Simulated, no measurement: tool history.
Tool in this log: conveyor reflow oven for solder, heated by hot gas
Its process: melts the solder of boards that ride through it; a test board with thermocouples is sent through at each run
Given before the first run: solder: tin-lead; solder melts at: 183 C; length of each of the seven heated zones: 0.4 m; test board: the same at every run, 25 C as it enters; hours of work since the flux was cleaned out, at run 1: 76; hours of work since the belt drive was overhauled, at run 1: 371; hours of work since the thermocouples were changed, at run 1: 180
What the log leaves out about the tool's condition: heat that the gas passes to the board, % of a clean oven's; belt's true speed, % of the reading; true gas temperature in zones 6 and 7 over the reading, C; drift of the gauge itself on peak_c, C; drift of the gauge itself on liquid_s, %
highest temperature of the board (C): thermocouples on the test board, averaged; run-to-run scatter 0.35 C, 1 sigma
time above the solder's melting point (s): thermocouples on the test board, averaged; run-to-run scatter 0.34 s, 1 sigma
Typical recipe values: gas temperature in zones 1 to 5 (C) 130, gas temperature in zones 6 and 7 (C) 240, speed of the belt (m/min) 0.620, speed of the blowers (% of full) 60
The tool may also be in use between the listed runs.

run     day  gas temperature in zones 1 to 5 (C)  gas temperature in zones 6 and 7 (C)  speed of the belt (m/min)  speed of the blowers (% of full)  hours of work since the flux was cleaned out  hours of work since the belt drive was overhauled  hours of work since the thermocouples were changed  highest temperature of the board (C)  time above the solder's melting point (s)
  1   0.000                                  130                                   240                      0.620                                60                                            76                                                371                                                 180                                 211.9                                       48.9
  2   0.558                                  130                                   240                      0.570                                60                                            85                                                380                                                 189                                 215.1                                       57.3
  3   1.083                                  130                                   240                      0.570                                60                                            94                                                389                                                 197                                 215.4                                       57.3
  4   1.392                                  130                                   240                      0.541                                60                                            99                                                394                                                 202                                 217.9                                       63.1
  5   1.883                                  130                                   240                      0.541                                60                                           107                                                402                                                 210                                 217.4                                       62.7
  6   2.412                                  130                                   244                      0.620                                60                                           116                                                410                                                 219                                 214.6                                       52.0
  7   2.817                                  130                                   244                      0.620                                60                                           122                                                417                                                 226                                 214.3                                       51.5
  8   3.346                                  130                                   240                      0.620                                60                                           131                                                426                                                 234                                 211.2                                       49.0
  9   4.008                                  130                                   240                      0.620                                60                                           142                                                437                                                 245                                 211.1                                       48.6
 10   4.329                                  130                                   240                      0.620                                60                                           147                                                442                                                 250                                 210.7                                       48.0
 11   4.792                                  130                                   240                      0.620                                60                                           155                                                449                                                 258                                 212.2                                       48.4
 12   5.333                                  130                                   240                      0.620                                60                                           163                                                458                                                 267                                 210.7                                       48.3
 13   5.804                                  130                                   240                      0.620                                60                                           171                                                466                                                 274                                 210.7                                       48.0
 14   6.338                                  130                                   240                      0.620                                60                                           180                                                475                                                 283                                 211.0                                       48.1
 15   6.867                                  130                                   240                      0.620                                60                                           189                                                483                                                 292                                 210.9                                       47.9
 16   7.579                                  131                                   240                      0.620                                83                                           200                                                495                                                 303                                 219.7                                       56.6
 17   8.054                                  131                                   240                      0.620                                83                                           208                                                503                                                 311                                 219.5                                       57.1
 18   8.771                                  140                                   245                      0.569                                83                                           220                                                514                                                 323                                 228.2                                       72.3
 19   9.304                                  140                                   245                      0.569                                83                                           228                                                523                                                 332                                 228.2                                       72.3
      9.538  -- belt drive overhauled, speed set with a stopwatch
     10.175  -- flux residue cleaned out of gas plates and filters
 20  10.312                                  140                                   245                      0.569                                83                                             2                                                  9                                                 342                                 230.7                                       74.2
     11.062  -- belt drive overhauled, speed set with a stopwatch, once more
 21  11.162                                  144                                   248                      0.553                                83                                            13                                                  2                                                 353                                 234.7                                       78.6
 22  11.588                                  137                                   243                      0.697                                72                                            20                                                  9                                                 360                                 216.3                                       49.4
 23  12.125                                  137                                   243                      0.697                                72                                            29                                                 17                                                 369                                 216.6                                       49.7
 24  12.717                                  137                                   243                      0.697                                72                                            39                                                 27                                                 379                                 216.6                                       49.4
 25  13.279                                  137                                   243                      0.697                                72                                            48                                                 36                                                 388                                 216.8                                       49.0
 26  13.646                                  130                                   234                      0.535                                60                                            54                                                 42                                                 394                                 213.3                                       59.3
 27  14.017                                  130                                   234                      0.535                                60                                            60                                                 48                                                 400                                 213.6                                       59.4
 28  14.504                                  142                                   253                      0.620                                60                                            68                                                 56                                                 408                                 225.1                                       64.1
 29  15.146                                  135                                   244                      0.578                                62                                            79                                                 67                                                 418                                 220.0                                       62.3
 30  15.742                                  135                                   244                      0.578                                62                                            88                                                 76                                                 428                                 220.4                                       61.9

Hidden state at the last listed run before each entry between runs and at the first one after, where it differs:
Runs 19 to 20: belt drive overhauled, speed set with a stopwatch (day 9.538); flux residue cleaned out of gas plates and filters (day 10.175)
  heat that the gas passes to the board, % of a clean oven's: 91.6 -> 98.9; belt's true speed, % of the reading: 98.84 -> 98.27; true gas temperature in zones 6 and 7 over the reading, C: 1.62 -> 1.65
  measured value less the no-hidden-state value, highest temperature of the board (C): -1.0 -> +1.6; time above the solder's melting point (s): +0.0 -> +2.2
Runs 20 to 21: belt drive overhauled, speed set with a stopwatch, once more (day 11.062)
  heat that the gas passes to the board, % of a clean oven's: 98.9 -> 98.5; belt's true speed, % of the reading: 98.27 -> 100.06; true gas temperature in zones 6 and 7 over the reading, C: 1.65 -> 1.69
  measured value less the no-hidden-state value, highest temperature of the board (C): +1.6 -> +1.0; time above the solder's melting point (s): +2.2 -> +0.5

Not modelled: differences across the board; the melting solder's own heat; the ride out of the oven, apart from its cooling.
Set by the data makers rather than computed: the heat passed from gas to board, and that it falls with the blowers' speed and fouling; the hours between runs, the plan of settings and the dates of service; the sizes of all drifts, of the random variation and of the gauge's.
